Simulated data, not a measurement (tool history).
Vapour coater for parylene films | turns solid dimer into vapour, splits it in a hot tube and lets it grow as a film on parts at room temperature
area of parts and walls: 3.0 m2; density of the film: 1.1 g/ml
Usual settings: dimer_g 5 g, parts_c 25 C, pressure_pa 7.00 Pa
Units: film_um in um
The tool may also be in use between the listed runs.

Run 1, hour 0.0: usual settings. Result: film_um 1.09 um.
Run 2, hour 45.6: usual settings. Result: film_um 1.06 um.
Run 3, hour 81.7: usual settings. Result: film_um 1.07 um.
Run 4, hour 153.4: usual settings. Result: film_um 1.05 um.
Run 5, hour 226.9: usual settings. Result: film_um 1.08 um.
Run 6, hour 296.7: usual settings. Result: film_um 1.08 um.
Run 7, hour 338.3: usual settings. Result: film_um 1.08 um.
Run 8, hour 400.3: usual settings. Result: film_um 1.11 um.
Run 9, hour 475.0: usual settings. Result: film_um 1.08 um.
Run 10, hour 513.8: usual settings. Result: film_um 1.09 um.
At hour 581.9: trap's valve overhauled.
Run 11, hour 589.7: usual settings. Result: film_um 1.09 um.
Run 12, hour 640.2: usual settings but pressure_pa 6.63 Pa. Result: film_um 1.13 um.
Run 13, hour 714.1: usual settings but pressure_pa 6.63 Pa. Result: film_um 1.10 um.
Run 14, hour 774.3: usual settings but pressure_pa 6.63 Pa. Result: film_um 1.11 um.
Run 15, hour 836.0: usual settings. Result: film_um 1.09 um.
Run 16, hour 881.9: usual settings. Result: film_um 1.08 um.
Run 17, hour 962.4: usual settings but dimer_g 3 g. Result: film_um 0.67 um.
Run 18, hour 1041.7: usual settings. Result: film_um 1.13 um.
Run 19, hour 1128.5: usual settings. Result: film_um 1.09 um.
Run 20, hour 1182.2: usual settings but dimer_g 8 g. Result: film_um 1.74 um.
Run 21, hour 1253.8: usual settings but dimer_g 3 g. Result: film_um 0.63 um.
Run 22, hour 1295.2: usual settings but dimer_g 3 g. Result: film_um 0.67 um.
Run 23, hour 1339.2: usual settings but dimer_g 3 g. Result: film_um 0.65 um.
At hour 1383.4: trap's valve overhauled.
Run 24, hour 1394.6: usual settings but dimer_g 3 g. Result: film_um 0.66 um.
Run 25, hour 1465.0: usual settings but parts_c 31 C, pressure_pa 2.85 Pa. Result: film_um 0.90 um.
Run 26, hour 1503.1: usual settings but dimer_g 4 g, parts_c 26 C, pressure_pa 2.85 Pa. Result: film_um 0.90 um.
Run 27, hour 1570.3: usual settings but parts_c 36 C. Result: film_um 0.66 um.
Run 28, hour 1609.5: usual settings but dimer_g 3 g, parts_c 23 C, pressure_pa 7.03 Pa. Result: film_um 0.71 um.
Run 29, hour 1684.1: usual settings but dimer_g 7 g, parts_c 23 C, pressure_pa 8.75 Pa. Result: film_um 1.64 um.
Run 30, hour 1719.6: usual settings but dimer_g 7 g, parts_c 23 C, pressure_pa 8.75 Pa. Result: film_um 1.65 um.
Run 31, hour 1761.3: usual settings but dimer_g 2 g, parts_c 24 C. Result: film_um 0.47 um.
Run 32, hour 1848.4: usual settings but parts_c 32 C. Result: film_um 0.79 um.
Run 33, hour 1898.9: usual settings but parts_c 32 C, pressure_pa 10.21 Pa. Result: film_um 0.77 um.
Run 34, hour 1960.0: usual settings but parts_c 32 C, pressure_pa 10.21 Pa. Result: film_um 0.81 um.
Run 35, hour 2039.9: usual settings but parts_c 32 C, pressure_pa 10.21 Pa. Result: film_um 0.75 um.
Run 36, hour 2076.6: usual settings but parts_c 32 C, pressure_pa 10.21 Pa. Result: film_um 0.75 um.
Run 37, hour 2136.1: usual settings but dimer_g 3 g, parts_c 22 C, pressure_pa 10.21 Pa. Result: film_um 0.70 um.
At hour 2180.9: trap's valve overhauled.
Run 38, hour 2180.9: usual settings but dimer_g 8 g, parts_c 32 C, pressure_pa 10.21 Pa. Result: film_um 1.21 um.
Run 39, hour 2225.9: usual settings but dimer_g 8 g, parts_c 32 C, pressure_pa 10.21 Pa. Result: film_um 1.25 um.
Run 40, hour 2299.3: usual settings but dimer_g 8 g, parts_c 32 C, pressure_pa 10.21 Pa. Result: film_um 1.24 um.
Run 41, hour 2353.9: usual settings but dimer_g 3 g, pressure_pa 2.68 Pa. Result: film_um 0.71 um.
Run 42, hour 2400.9: usual settings but dimer_g 3 g, pressure_pa 2.68 Pa. Result: film_um 0.70 um.
Run 43, hour 2449.5: usual settings but dimer_g 6 g, pressure_pa 3.21 Pa. Result: film_um 1.36 um.
Run 44, hour 2512.6: usual settings but parts_c 22 C. Result: film_um 1.23 um.
Run 45, hour 2568.9: usual settings but parts_c 22 C. Result: film_um 1.29 um.
Run 46, hour 2640.6: usual settings but parts_c 22 C. Result: film_um 1.24 um.
Run 47, hour 2683.7: usual settings but parts_c 22 C. Result: film_um 1.27 um.

Forecast each of these 3 alternatives for the next run:
Run A, hour 2753.5: usual settings but dimer_g 3 g, parts_c 22 C. Result: film_um ?.
Run B, hour 2753.5: usual settings but parts_c 23 C. Result: film_um ?.
Run C, hour 2753.5: usual settings but dimer_g 3 g, parts_c 22 C. Result: film_um ?.

run  film_um
  A     0.74
  B     1.20
  C     0.74
Without the tool's hidden state the same runs would have given:
run  film_um
  A     0.74
  B     1.21
  C     0.75
